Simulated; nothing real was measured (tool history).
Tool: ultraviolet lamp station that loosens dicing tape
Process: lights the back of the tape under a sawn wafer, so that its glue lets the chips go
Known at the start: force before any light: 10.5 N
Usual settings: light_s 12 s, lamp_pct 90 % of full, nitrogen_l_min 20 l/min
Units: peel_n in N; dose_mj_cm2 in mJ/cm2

run   hour  light_s  lamp_pct  nitrogen_l_min  peel_n  dose_mj_cm2
  1    0.0       12        90              20   0.864          561
  2    6.3       12        90              20   0.862          556
  3   12.4       12        90              20   0.854          558
  4   21.3       12        90              20   0.869          556
  5   29.2       12        90              20   0.873          550
  6   38.7       12        90              20   0.898          552
  7   45.7       12        90              20   0.869          554
  8   52.8       12        90              20   0.891          547
  9   58.0       12        90              20   0.870          546
 10   62.5       12        90              20   0.872          546
 11   72.3       12        90              20   0.894          548
 12   77.2       12        75              20   1.287          455
 13   86.3       12        75              20   1.288          454
 14   94.8       12        75              20   1.297          460
 15  100.8       12        72              20   1.437          437
 16  105.0       12        72              20   1.451          436
 17  113.2       12        62              20   1.884          376
 18  122.9        7        90              20   2.363          315
 19  130.3       12        90              20   0.974          535
 20  138.5       12        90              20   0.933          531
 21  146.4       12        90              20   0.931          536
 22  150.6       12        90              20   0.931          535
 23  155.3       12        90              20   0.920          530
 24  165.4       12        90              20   0.955          532
 25  173.5       22        91              30   0.225          978
 26  182.0        7        87              20   2.618          298
 27  188.8       12        88              22   0.924          511
 28  194.4       12        88              22   0.914          509
 29  204.4       12        62               7   3.460          360
 30  211.7       12        90              36   0.634          517
 31  216.1       12        90              36   0.626          521
 32  226.2       12        90              24   0.872          525
 33  232.5       11        65              37   1.518          342
 34  240.0       11        65              37   1.482          340
 35  247.7       11        65              37   1.472          338
 36  256.3       12        66              19   1.891          377
 37  263.8       15        97               9   1.095          695
 38  268.0        8        76               9   3.988          286
 39  277.0       20        99               9   0.572          939
 40  286.7       12        67              16   2.111          380
 41  292.7        7        86              16   3.098          281
 42  298.2        7        86              16   3.153          281

Forecast each of these 5 alternatives for the next run:
  A  304.1       12        90              12       ?            ?
  B  304.1       11        90              13       ?            ?
  C  304.1       17        89              20       ?            ?
  D  304.1       19        90              15       ?            ?
  E  304.1       13        86              12       ?            ?

run  peel_n  dose_mj_cm2
  A   1.538          501
  B   1.707          466
  C   0.498          707
  D   0.491          799
  E   1.544          522
Without the tool's hidden state the same runs would have given:
run  peel_n  dose_mj_cm2
  A   1.023          619
  B   1.148          576
  C   0.318          875
  D   0.313          988
  E   1.013          646
